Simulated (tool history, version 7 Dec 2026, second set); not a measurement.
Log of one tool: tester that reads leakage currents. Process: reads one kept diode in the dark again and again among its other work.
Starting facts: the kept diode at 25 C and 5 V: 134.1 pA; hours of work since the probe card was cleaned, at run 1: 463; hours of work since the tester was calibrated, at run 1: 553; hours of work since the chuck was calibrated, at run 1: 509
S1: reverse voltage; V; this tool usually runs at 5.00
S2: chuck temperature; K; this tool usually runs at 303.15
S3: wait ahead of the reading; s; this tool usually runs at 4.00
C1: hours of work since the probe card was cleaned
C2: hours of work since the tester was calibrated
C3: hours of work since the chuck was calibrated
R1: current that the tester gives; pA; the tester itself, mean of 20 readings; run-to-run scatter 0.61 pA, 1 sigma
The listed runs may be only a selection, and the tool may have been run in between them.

{"run": 1, "hour": 0.0, "S1": 5.0, "S2": 303.15, "S3": 4.0, "C1": 463, "C2": 553, "C3": 509, "R1": 192.54}
{"run": 2, "hour": 22.7, "S1": 5.0, "S2": 303.15, "S3": 4.0, "C1": 474, "C2": 564, "C3": 519, "R1": 192.78}
{"run": 3, "hour": 69.0, "S1": 5.0, "S2": 303.15, "S3": 0.66, "C1": 496, "C2": 586, "C3": 541, "R1": 193.45}
{"run": 4, "hour": 121.2, "S1": 5.0, "S2": 303.15, "S3": 4.0, "C1": 521, "C2": 611, "C3": 566, "R1": 191.63}
{"run": 5, "hour": 149.3, "S1": 5.0, "S2": 303.15, "S3": 4.0, "C1": 534, "C2": 624, "C3": 579, "R1": 190.27}
{"run": 6, "hour": 187.9, "S1": 5.0, "S2": 303.15, "S3": 4.0, "C1": 552, "C2": 642, "C3": 598, "R1": 190.05}
{"run": 7, "hour": 230.9, "S1": 5.0, "S2": 303.15, "S3": 4.0, "C1": 573, "C2": 663, "C3": 618, "R1": 189.44}
{"run": 8, "hour": 260.9, "S1": 5.0, "S2": 303.15, "S3": 4.0, "C1": 587, "C2": 677, "C3": 632, "R1": 189.38}
{"run": 9, "hour": 295.5, "S1": 4.52, "S2": 303.15, "S3": 4.0, "C1": 603, "C2": 694, "C3": 649, "R1": 182.31}
{"run": 10, "hour": 330.6, "S1": 4.52, "S2": 303.15, "S3": 4.0, "C1": 620, "C2": 710, "C3": 666, "R1": 181.32}
{"run": 11, "hour": 364.3, "S1": 4.52, "S2": 303.15, "S3": 4.0, "C1": 636, "C2": 726, "C3": 682, "R1": 180.51}
{"run": 12, "hour": 388.3, "S1": 5.0, "S2": 303.15, "S3": 4.0, "C1": 647, "C2": 738, "C3": 693, "R1": 188.96}
{"run": 13, "hour": 429.0, "S1": 5.0, "S2": 303.15, "S3": 4.0, "C1": 667, "C2": 757, "C3": 712, "R1": 187.56}
{"run": 14, "hour": 460.0, "S1": 5.0, "S2": 302.15, "S3": 4.0, "C1": 682, "C2": 772, "C3": 727, "R1": 173.24}
{"run": 15, "hour": 509.8, "S1": 5.0, "S2": 302.15, "S3": 4.0, "C1": 705, "C2": 795, "C3": 751, "R1": 172.91}
{"run": 16, "hour": 538.4, "S1": 5.0, "S2": 302.15, "S3": 4.0, "C1": 719, "C2": 809, "C3": 764, "R1": 173.07}
{"run": 17, "hour": 574.8, "S1": 5.0, "S2": 302.15, "S3": 4.0, "C1": 736, "C2": 826, "C3": 782, "R1": 171.73}
{"run": 18, "hour": 610.2, "S1": 1.42, "S2": 303.15, "S3": 4.0, "C1": 753, "C2": 843, "C3": 798, "R1": 112.42}
{"run": 19, "hour": 646.0, "S1": 1.42, "S2": 303.15, "S3": 4.0, "C1": 770, "C2": 860, "C3": 816, "R1": 111.87}
{"run": 20, "hour": 684.7, "S1": 1.42, "S2": 303.15, "S3": 4.0, "C1": 788, "C2": 878, "C3": 834, "R1": 112.13}
{"run": 21, "hour": 716.4, "S1": 1.42, "S2": 303.15, "S3": 4.0, "C1": 803, "C2": 894, "C3": 849, "R1": 111.57}
{"run": 22, "hour": 740.1, "S1": 9.05, "S2": 303.15, "S3": 0.77, "C1": 815, "C2": 905, "C3": 860, "R1": 239.7}
{"run": 23, "hour": 785.9, "S1": 9.05, "S2": 303.15, "S3": 0.77, "C1": 836, "C2": 927, "C3": 882, "R1": 236.9}
{"run": 24, "hour": 829.9, "S1": 9.05, "S2": 303.15, "S3": 0.77, "C1": 857, "C2": 947, "C3": 903, "R1": 237.14}
{"run": 25, "hour": 881.3, "S1": 9.05, "S2": 303.15, "S3": 0.77, "C1": 882, "C2": 972, "C3": 927, "R1": 237.04}
{"run": 26, "hour": 928.6, "S1": 9.05, "S2": 303.15, "S3": 0.77, "C1": 904, "C2": 994, "C3": 950, "R1": 235.88}
{"run": 27, "hour": 958.1, "S1": 9.05, "S2": 296.15, "S3": 6.11, "C1": 918, "C2": 1008, "C3": 964, "R1": 130.54}
{"run": 28, "hour": 1011.7, "S1": 3.21, "S2": 310.15, "S3": 2.42, "C1": 944, "C2": 1034, "C3": 989, "R1": 267.1}
{"run": 29, "hour": 1035.7, "S1": 4.41, "S2": 322.15, "S3": 0.48, "C1": 955, "C2": 1045, "C3": 1001, "R1": 758.57}
{"run": 30, "hour": 1058.4, "S1": 14.87, "S2": 303.15, "S3": 0.66, "C1": 966, "C2": 1056, "C3": 1012, "R1": 288.56}
{"run": 31, "hour": 1112.0, "S1": 14.87, "S2": 303.15, "S3": 0.66, "C1": 991, "C2": 1082, "C3": 1037, "R1": 288.48}
{"run": 32, "hour": 1156.0, "S1": 5.63, "S2": 296.15, "S3": 2.45, "C1": 1012, "C2": 1102, "C3": 1058, "R1": 106.25}
{"run": 33, "hour": 1208.8, "S1": 5.63, "S2": 297.15, "S3": 0.74, "C1": 1037, "C2": 1128, "C3": 1083, "R1": 117.55}
{"run": 34, "hour": 1250.6, "S1": 5.0, "S2": 333.15, "S3": 4.0, "C1": 1057, "C2": 1147, "C3": 1103, "R1": 1706.38}
{"run": 35, "hour": 1284.0, "S1": 5.0, "S2": 333.15, "S3": 4.0, "C1": 1073, "C2": 1163, "C3": 1119, "R1": 1702.78}
{"run": 36, "hour": 1333.2, "S1": 5.0, "S2": 323.15, "S3": 4.0, "C1": 1096, "C2": 1187, "C3": 1142, "R1": 840.77}
{"run": 37, "hour": 1373.9, "S1": 5.0, "S2": 323.15, "S3": 4.0, "C1": 1116, "C2": 1206, "C3": 1161, "R1": 839.04}
{"run": 38, "hour": 1413.0, "S1": 8.74, "S2": 298.15, "S3": 0.88, "C1": 1134, "C2": 1225, "C3": 1180, "R1": 150.61}
{"run": 39, "hour": 1447.2, "S1": 8.74, "S2": 298.15, "S3": 0.88, "C1": 1151, "C2": 1241, "C3": 1196, "R1": 151.72}
{"run": 40, "hour": 1478.6, "S1": 5.0, "S2": 303.15, "S3": 0.84, "C1": 1166, "C2": 1256, "C3": 1211, "R1": 180.23}

Alternative continuations, all from the tool just after run 40; predict every row:
{"hour": 1487.8, "done": "chuck's temperature calibrated"}
{"run": "A", "hour": 1511.1, "S1": 5.0, "S2": 297.15, "S3": 2.56, "C1": 1180, "C2": 1270, "C3": 11, "R1": "?"}
{"hour": 1487.8, "done": "chuck's temperature calibrated"}
{"run": "B", "hour": 1511.1, "S1": 18.05, "S2": 303.15, "S3": 8.83, "C1": 1180, "C2": 1270, "C3": 11, "R1": "?"}
{"hour": 1487.8, "done": "chuck's temperature calibrated"}
{"run": "C", "hour": 1511.1, "S1": 1.37, "S2": 330.15, "S3": 2.34, "C1": 1180, "C2": 1270, "C3": 11, "R1": "?"}

run=A R1=126.17
run=B R1=346.36
run=C R1=932.96
With the hidden condition removed and each run's random variation left untouched, the same runs would have given:
run=A R1=123.86
run=B R1=338.18
run=C R1=933.50
